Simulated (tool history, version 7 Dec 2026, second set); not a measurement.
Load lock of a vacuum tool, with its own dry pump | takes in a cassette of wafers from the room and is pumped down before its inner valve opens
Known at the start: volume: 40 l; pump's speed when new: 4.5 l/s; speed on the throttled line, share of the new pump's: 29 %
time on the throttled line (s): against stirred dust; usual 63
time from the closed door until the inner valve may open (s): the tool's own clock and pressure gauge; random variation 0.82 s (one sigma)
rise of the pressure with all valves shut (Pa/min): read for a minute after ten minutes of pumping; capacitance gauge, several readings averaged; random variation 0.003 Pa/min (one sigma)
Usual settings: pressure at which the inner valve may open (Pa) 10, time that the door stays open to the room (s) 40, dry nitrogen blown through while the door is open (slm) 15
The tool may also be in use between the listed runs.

run	hour	time on the throttled line (s)	pressure at which the inner valve may open (Pa)	time that the door stays open to the room (s)	dry nitrogen blown through while the door is open (slm)	incoming humidity of the room's air, %	time from the closed door until the inner valve may open (s)	rise of the pressure with all valves shut (Pa/min)
1	0.0	63	10	40	15	43.9	127.8	0.061
2	58.3	63	10	40	15	44.5	129.0	0.065
3	114.6	63	10	85	15	43.0	129.5	0.073
4	207.9	63	12	85	15	49.6	125.5	0.081
5	287.6	63	12	85	15	46.0	126.9	0.071
6	378.2	63	12	85	15	44.1	127.6	0.071
7	463.8	63	12	85	15	39.5	127.7	0.074
8	508.6	88	10	40	15	44.7	145.3	0.071
9	554.7	88	10	40	15	46.6	146.5	0.069
10	616.6	88	10	40	15	49.5	146.7	0.077
11	683.6	88	10	40	15	45.3	147.8	0.076
12	737.0	63	10	40	14	47.6	128.2	0.081
13	791.0	63	10	40	15	42.4	129.3	0.071
14	877.1	63	10	40	15	41.7	129.7	0.077
15	938.3	63	7	40	15	41.2	133.6	0.073
16	1005.7	63	7	40	15	46.2	131.8	0.081
17	1063.9	63	7	40	15	41.1	133.5	0.080
18	1145.7	63	7	40	15	48.1	132.4	0.090
19	1209.6	61	12	35	23	44.1	126.5	0.082
20	1253.1	61	18	35	23	44.3	123.4	0.081
21	1304.1	61	18	35	23	46.4	123.1	0.084
22	1350.4	63	10	40	19	45.2	129.1	0.085
23	1439.7	63	10	40	19	41.8	129.6	0.085
24	1524.4	63	10	40	15	48.0	131.2	0.095
25	1613.2	63	10	40	15	42.6	130.6	0.093
26	1693.1	63	10	40	29	44.1	130.8	0.093
27	1774.8	63	10	40	29	42.1	130.3	0.088
28	1840.2	63	9	40	11	44.0	132.5	0.102
29	1893.7	63	12	40	11	49.9	128.4	0.105
30	1960.8	63	12	40	11	48.7	129.1	0.107
31	2048.3	63	12	40	11	47.0	129.7	0.112
32	2100.2	63	9	40	27	46.2	131.1	0.109
33	2172.6	63	13	138	4	45.2	130.8	0.140
34	2253.1	63	13	138	4	46.3	128.1	0.133

Hidden state or all else? Some run-to-run changes of time from the closed door until the inner valve may open (s), split into what the settings, what came in and random variation would give without the hidden state, and what is left for the hidden state (with any gauge scatter that isn't in both results):
The hidden state here: pump's speed, % of a new pump's; leak at the door's seal, Pa l/s; drift of the gauge itself on ready_s, %; drift of the gauge itself on rise_pa_min, %.
Run 7 -> 8: time on the throttled line (s) 63 -> 88, pressure at which the inner valve may open (Pa) 12 -> 10, time that the door stays open to the room (s) 85 -> 40. time from the closed door until the inner valve may open (s) +17.6: hidden state -0.2, all else +17.8.
Run 11 -> 12: time on the throttled line (s) 88 -> 63, dry nitrogen blown through while the door is open (slm) 15 -> 14. time from the closed door until the inner valve may open (s) -19.6: hidden state +0.3, all else -19.9.
Run 14 -> 15: pressure at which the inner valve may open (Pa) 10 -> 7. time from the closed door until the inner valve may open (s) +3.9: hidden state +0.3, all else +3.6.
Run 17 -> 18: no setting changed, nothing entered. time from the closed door until the inner valve may open (s) -1.1: hidden state +0.3, all else -1.4.
Run 21 -> 22: time on the throttled line (s) 61 -> 63, pressure at which the inner valve may open (Pa) 18 -> 10, time that the door stays open to the room (s) 35 -> 40, dry nitrogen blown through while the door is open (slm) 23 -> 19. time from the closed door until the inner valve may open (s) +6.0: hidden state +0.2, all else +5.8.
